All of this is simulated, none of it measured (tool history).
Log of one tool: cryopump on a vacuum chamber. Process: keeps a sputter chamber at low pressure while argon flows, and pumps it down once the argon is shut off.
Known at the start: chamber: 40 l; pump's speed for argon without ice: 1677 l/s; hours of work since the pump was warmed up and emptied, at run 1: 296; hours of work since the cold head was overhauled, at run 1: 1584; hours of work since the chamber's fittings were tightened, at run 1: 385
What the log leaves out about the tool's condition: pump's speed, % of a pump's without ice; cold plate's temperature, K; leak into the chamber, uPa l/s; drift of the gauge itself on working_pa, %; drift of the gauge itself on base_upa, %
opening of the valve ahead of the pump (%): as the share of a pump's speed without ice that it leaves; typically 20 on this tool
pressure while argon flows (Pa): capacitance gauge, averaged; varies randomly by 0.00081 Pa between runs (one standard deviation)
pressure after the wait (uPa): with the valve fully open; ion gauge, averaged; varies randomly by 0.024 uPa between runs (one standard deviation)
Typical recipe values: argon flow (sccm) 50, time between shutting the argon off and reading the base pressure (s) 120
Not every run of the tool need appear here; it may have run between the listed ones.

run    hour  argon flow (sccm)  time between shutting the argon off and reading the base pressure (s)  opening of the valve ahead of the pump (%)  hours of work since the pump was warmed up and emptied  hours of work since the cold head was overhauled  hours of work since the chamber's fittings were tightened  pressure while argon flows (Pa)  pressure after the wait (uPa)
  1     0.0                 50                                                                    120                                          20                                                     296                                              1584                                                        385                           0.2579                           1.25
  2    67.0                 50                                                                    120                                          20                                                     334                                              1622                                                        424                           0.2582                           1.30
  3   158.6                 50                                                                    120                                          20                                                     387                                              1675                                                        476                           0.2603                           1.40
  4   218.5                 50                                                                    120                                          20                                                     421                                              1710                                                        511                           0.2612                           1.44
  5   288.2                 50                                                                    120                                          20                                                     462                                              1750                                                        551                           0.2605                           1.49
  6   332.8                 50                                                                    120                                          20                                                     487                                              1776                                                        577                           0.2614                           1.52
  7   373.9                 71                                                                    120                                          20                                                     511                                              1799                                                        600                           0.3725                           1.54
  8   419.3                 71                                                                    120                                          20                                                     537                                              1825                                                        627                           0.3714                           1.47
  9   474.8                 71                                                                    120                                          20                                                     569                                              1857                                                        659                           0.3729                           1.57
      532.5  -- pump warmed up, emptied and cooled again
 10   568.2                 71                                                                    120                                          31                                                      21                                              1908                                                        709                           0.2338                           1.53
 11   624.0                 20                                                                    120                                          20                                                      53                                              1940                                                        742                           0.1020                           1.48
 12   675.5                 20                                                                    120                                          20                                                      82                                              1970                                                        771                           0.1025                           1.57
 13   720.9                 20                                                                    120                                          20                                                     108                                              1996                                                        797                           0.1028                           1.61
 14   759.4                 20                                                                    120                                          20                                                     131                                              2018                                                        820                           0.1025                           1.64
 15   830.9                 33                                                                    120                                          20                                                     172                                              2060                                                        861                           0.1687                           1.71
 16   879.3                 33                                                                    120                                          20                                                     200                                              2087                                                        889                           0.1692                           1.71
 17   925.8                 33                                                                    120                                          58                                                     226                                              2114                                                        915                           0.0613                           1.69
 18   971.9                 38                                                                     58                                          16                                                     253                                              2141                                                        942                           0.2435                           2.43
 19  1064.1                 38                                                                     58                                          16                                                     306                                              2194                                                        995                           0.2448                           2.63
 20  1145.4                 38                                                                     58                                          16                                                     353                                              2241                                                       1042                           0.2452                           2.68
 21  1184.0                 38                                                                     58                                          16                                                     375                                              2263                                                       1064                           0.2461                           2.69
 22  1235.3                 22                                                                    120                                          20                                                     405                                              2292                                                       1094                           0.1152                           2.03
 23  1291.3                 26                                                                     40                                          23                                                     437                                              2325                                                       1126                           0.1192                           3.41
 24  1341.5                 31                                                                     33                                          55                                                     466                                              2354                                                       1155                           0.0638                           3.85
 25  1414.3                 64                                                                     48                                          20                                                     508                                              2396                                                       1197                           0.3365                           3.17
 26  1469.3                 64                                                                     48                                          20                                                     540                                              2427                                                       1228                           0.3388                           3.23
 27  1553.8                 64                                                                     48                                          20                                                     588                                              2476                                                       1277                           0.3377                           3.25
     1581.1  -- pump warmed up, emptied and cooled again
 28  1613.3                 39                                                                     62                                          34                                                      19                                              2507                                                       1308                           0.1181                           2.66
 29  1679.0                 78                                                                    124                                          28                                                      56                                              2545                                                       1346                           0.2853                           1.96
 30  1725.1                 88                                                                     72                                          25                                                      83                                              2572                                                       1373                           0.3613                           2.59
 31  1816.6                 50                                                                     94                                          20                                                     136                                              2624                                                       1426                           0.2567                           2.36
 32  1858.2                 38                                                                     42                                          32                                                     160                                              2648                                                       1449                           0.1231                           3.52
 33  1918.9                 67                                                                     92                                          20                                                     195                                              2683                                                       1484                           0.3440                           2.47

Predict each of these 3 candidate next runs independently; none follows another, all start after run 33:
  A  1992.2                 32                                                                     87                                          46                                                     237                                              2725                                                       1527                                ?                              ?
  B  1992.2                 50                                                                    124                                          26                                                     237                                              2725                                                       1527                                ?                              ?
  C  1992.2                 89                                                                    120                                          20                                                     237                                              2725                                                       1527                                ?                              ?

run  pressure while argon flows (Pa)  pressure after the wait (uPa)
  A                           0.0738                           2.52
  B                           0.1984                           2.13
  C                           0.4621                           2.34
With the hidden condition removed and each run's random variation left untouched, the same runs would have given:
run  pressure while argon flows (Pa)  pressure after the wait (uPa)
  A                           0.0698                           1.17
  B                           0.1921                           0.82
  C                           0.4508                           0.95
